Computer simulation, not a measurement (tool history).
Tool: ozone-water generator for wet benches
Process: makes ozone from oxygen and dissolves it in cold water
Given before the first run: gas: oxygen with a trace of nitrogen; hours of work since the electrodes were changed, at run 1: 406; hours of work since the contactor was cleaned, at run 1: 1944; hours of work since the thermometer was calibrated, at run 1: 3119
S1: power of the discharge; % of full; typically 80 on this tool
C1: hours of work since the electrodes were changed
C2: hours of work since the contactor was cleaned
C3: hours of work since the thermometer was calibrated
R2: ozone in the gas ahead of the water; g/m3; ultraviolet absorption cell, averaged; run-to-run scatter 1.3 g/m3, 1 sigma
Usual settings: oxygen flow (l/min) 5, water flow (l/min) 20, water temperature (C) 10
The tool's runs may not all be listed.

{"run": 1, "day": 0.0, "S1": 80, "oxygen flow (l/min)": 5, "water flow (l/min)": 20, "water temperature (C)": 10, "C1": 406, "C2": 1944, "C3": 3119, "dissolved ozone (ppm)": 31.2, "R2": 237.2}
{"run": 2, "day": 1.946, "S1": 80, "oxygen flow (l/min)": 5, "water flow (l/min)": 20, "water temperature (C)": 10, "C1": 436, "C2": 1974, "C3": 3150, "dissolved ozone (ppm)": 31.5, "R2": 236.4}
{"run": 3, "day": 3.879, "S1": 80, "oxygen flow (l/min)": 5, "water flow (l/min)": 20, "water temperature (C)": 10, "C1": 466, "C2": 2005, "C3": 3180, "dissolved ozone (ppm)": 31.4, "R2": 236.7}
{"run": 4, "day": 5.838, "S1": 80, "oxygen flow (l/min)": 5, "water flow (l/min)": 20, "water temperature (C)": 10, "C1": 496, "C2": 2035, "C3": 3210, "dissolved ozone (ppm)": 31.5, "R2": 238.3}
{"run": 5, "day": 7.375, "S1": 80, "oxygen flow (l/min)": 5, "water flow (l/min)": 20, "water temperature (C)": 10, "C1": 520, "C2": 2059, "C3": 3234, "dissolved ozone (ppm)": 32, "R2": 236.1}
{"run": 6, "day": 8.862, "S1": 80, "oxygen flow (l/min)": 5, "water flow (l/min)": 20, "water temperature (C)": 10, "C1": 544, "C2": 2082, "C3": 3257, "dissolved ozone (ppm)": 31.5, "R2": 235}
{"run": 7, "day": 10.125, "S1": 80, "oxygen flow (l/min)": 5, "water flow (l/min)": 20, "water temperature (C)": 10, "C1": 563, "C2": 2102, "C3": 3277, "dissolved ozone (ppm)": 31.6, "R2": 236.9}
{"run": 8, "day": 11.358, "S1": 80, "oxygen flow (l/min)": 5, "water flow (l/min)": 20, "water temperature (C)": 10, "C1": 582, "C2": 2121, "C3": 3296, "dissolved ozone (ppm)": 31.8, "R2": 236.9}
{"run": 9, "day": 13.221, "S1": 80, "oxygen flow (l/min)": 5, "water flow (l/min)": 22, "water temperature (C)": 10, "C1": 611, "C2": 2150, "C3": 3325, "dissolved ozone (ppm)": 29.2, "R2": 236.1}
{"run": 10, "day": 14.883, "S1": 80, "oxygen flow (l/min)": 6.69, "water flow (l/min)": 20, "water temperature (C)": 10, "C1": 637, "C2": 2176, "C3": 3351, "dissolved ozone (ppm)": 32.5, "R2": 204.7}
{"run": 11, "day": 15.7, "S1": 80, "oxygen flow (l/min)": 6.69, "water flow (l/min)": 20, "water temperature (C)": 10, "C1": 650, "C2": 2189, "C3": 3364, "dissolved ozone (ppm)": 32.4, "R2": 207.1}
{"run": 12, "day": 17.458, "S1": 80, "oxygen flow (l/min)": 6.69, "water flow (l/min)": 20, "water temperature (C)": 10, "C1": 677, "C2": 2216, "C3": 3391, "dissolved ozone (ppm)": 32.6, "R2": 204.7}
{"run": 13, "day": 18.962, "S1": 80, "oxygen flow (l/min)": 6.69, "water flow (l/min)": 20, "water temperature (C)": 10, "C1": 701, "C2": 2239, "C3": 3414, "dissolved ozone (ppm)": 32.7, "R2": 204.8}
{"run": 14, "day": 20.629, "S1": 80, "oxygen flow (l/min)": 5, "water flow (l/min)": 20, "water temperature (C)": 6, "C1": 727, "C2": 2265, "C3": 3440, "dissolved ozone (ppm)": 33.7, "R2": 236.8}
{"run": 15, "day": 22.346, "S1": 81, "oxygen flow (l/min)": 5, "water flow (l/min)": 20, "water temperature (C)": 6, "C1": 753, "C2": 2292, "C3": 3467, "dissolved ozone (ppm)": 33.1, "R2": 237.8}
{"run": 16, "day": 23.5, "S1": 53, "oxygen flow (l/min)": 5, "water flow (l/min)": 20, "water temperature (C)": 10, "C1": 771, "C2": 2310, "C3": 3485, "dissolved ozone (ppm)": 25, "R2": 187.4}
{"run": 17, "day": 24.6, "S1": 53, "oxygen flow (l/min)": 5, "water flow (l/min)": 20, "water temperature (C)": 10, "C1": 789, "C2": 2327, "C3": 3502, "dissolved ozone (ppm)": 24.9, "R2": 186.2}
{"run": 18, "day": 25.55, "S1": 80, "oxygen flow (l/min)": 5, "water flow (l/min)": 17, "water temperature (C)": 11, "C1": 803, "C2": 2342, "C3": 3517, "dissolved ozone (ppm)": 35, "R2": 236.7}
{"run": 19, "day": 26.392, "S1": 51, "oxygen flow (l/min)": 5, "water flow (l/min)": 17, "water temperature (C)": 5, "C1": 816, "C2": 2355, "C3": 3530, "dissolved ozone (ppm)": 28.9, "R2": 182.7}
{"run": 20, "day": 28.346, "S1": 90, "oxygen flow (l/min)": 7.69, "water flow (l/min)": 16, "water temperature (C)": 14, "C1": 847, "C2": 2385, "C3": 3560, "dissolved ozone (ppm)": 37.6, "R2": 205.1}
{"run": 21, "day": 30.1, "S1": 80, "oxygen flow (l/min)": 5.33, "water flow (l/min)": 20, "water temperature (C)": 10, "C1": 874, "C2": 2413, "C3": 3588, "dissolved ozone (ppm)": 32, "R2": 230.9}
{"run": 22, "day": 31.138, "S1": 96, "oxygen flow (l/min)": 4.2, "water flow (l/min)": 18, "water temperature (C)": 6, "C1": 890, "C2": 2429, "C3": 3604, "dissolved ozone (ppm)": 38.7, "R2": 286.8}
{"run": 23, "day": 32.546, "S1": 96, "oxygen flow (l/min)": 3.92, "water flow (l/min)": 18, "water temperature (C)": 13, "C1": 912, "C2": 2451, "C3": 3626, "dissolved ozone (ppm)": 35.3, "R2": 297.7}
{"run": 24, "day": 33.729, "S1": 42, "oxygen flow (l/min)": 5, "water flow (l/min)": 26, "water temperature (C)": 10, "C1": 931, "C2": 2469, "C3": 3644, "dissolved ozone (ppm)": 17.9, "R2": 162.1}
{"run": 25, "day": 35.721, "S1": 48, "oxygen flow (l/min)": 5, "water flow (l/min)": 19, "water temperature (C)": 10, "C1": 962, "C2": 2500, "C3": 3675, "dissolved ozone (ppm)": 24.3, "R2": 175.2}
{"run": 26, "day": 36.925, "S1": 48, "oxygen flow (l/min)": 5, "water flow (l/min)": 13, "water temperature (C)": 6, "C1": 980, "C2": 2519, "C3": 3694, "dissolved ozone (ppm)": 33.2, "R2": 176.1}
{"run": 27, "day": 38.367, "S1": 48, "oxygen flow (l/min)": 8.83, "water flow (l/min)": 13, "water temperature (C)": 9, "C1": 1003, "C2": 2541, "C3": 3716, "dissolved ozone (ppm)": 31.4, "R2": 133.3}
{"run": 28, "day": 39.671, "S1": 64, "oxygen flow (l/min)": 5, "water flow (l/min)": 15, "water temperature (C)": 10, "C1": 1023, "C2": 2562, "C3": 3737, "dissolved ozone (ppm)": 33.6, "R2": 208.5}
{"run": 29, "day": 41.1, "S1": 80, "oxygen flow (l/min)": 7.51, "water flow (l/min)": 17, "water temperature (C)": 13, "C1": 1045, "C2": 2584, "C3": 3759, "dissolved ozone (ppm)": 34.3, "R2": 194.7}
{"run": 30, "day": 42.508, "S1": 80, "oxygen flow (l/min)": 7.51, "water flow (l/min)": 17, "water temperature (C)": 13, "C1": 1067, "C2": 2606, "C3": 3781, "dissolved ozone (ppm)": 34.8, "R2": 195.2}
{"run": 31, "day": 44.358, "S1": 84, "oxygen flow (l/min)": 5, "water flow (l/min)": 20, "water temperature (C)": 10, "C1": 1096, "C2": 2635, "C3": 3810, "dissolved ozone (ppm)": 32.6, "R2": 244.1}
{"run": 32, "day": 46.367, "S1": 46, "oxygen flow (l/min)": 5, "water flow (l/min)": 12, "water temperature (C)": 9, "C1": 1127, "C2": 2666, "C3": 3841, "dissolved ozone (ppm)": 32.5, "R2": 170.8}
{"run": 33, "day": 47.958, "S1": 46, "oxygen flow (l/min)": 5, "water flow (l/min)": 12, "water temperature (C)": 9, "C1": 1152, "C2": 2691, "C3": 3866, "dissolved ozone (ppm)": 32.4, "R2": 171.7}

Consider 3 possible next runs. They are alternatives, not a sequence: every one starts from the tool as it was left by run 33. What does each give?
{"run": "A", "day": 48.912, "S1": 69, "oxygen flow (l/min)": 6.67, "water flow (l/min)": 25, "water temperature (C)": 9, "C1": 1167, "C2": 2706, "C3": 3881, "dissolved ozone (ppm)": "?", "R2": "?"}
{"run": "B", "day": 48.912, "S1": 90, "oxygen flow (l/min)": 5, "water flow (l/min)": 29, "water temperature (C)": 5, "C1": 1167, "C2": 2706, "C3": 3881, "dissolved ozone (ppm)": "?", "R2": "?"}
{"run": "C", "day": 48.912, "S1": 94, "oxygen flow (l/min)": 4.12, "water flow (l/min)": 12, "water temperature (C)": 8, "C1": 1167, "C2": 2706, "C3": 3881, "dissolved ozone (ppm)": "?", "R2": "?"}

run=A dissolved_ozone_(ppm)=26 R2=189
run=B dissolved_ozone_(ppm)=26.5 R2=252.5
run=C dissolved_ozone_(ppm)=49.4 R2=282.7
The same runs, with their run-to-run variation unchanged, on a tool lacking any hidden condition would have given:
run=A dissolved_ozone_(ppm)=26.1 R2=189.1
run=B dissolved_ozone_(ppm)=26.5 R2=252.6
run=C dissolved_ozone_(ppm)=49.4 R2=282.8

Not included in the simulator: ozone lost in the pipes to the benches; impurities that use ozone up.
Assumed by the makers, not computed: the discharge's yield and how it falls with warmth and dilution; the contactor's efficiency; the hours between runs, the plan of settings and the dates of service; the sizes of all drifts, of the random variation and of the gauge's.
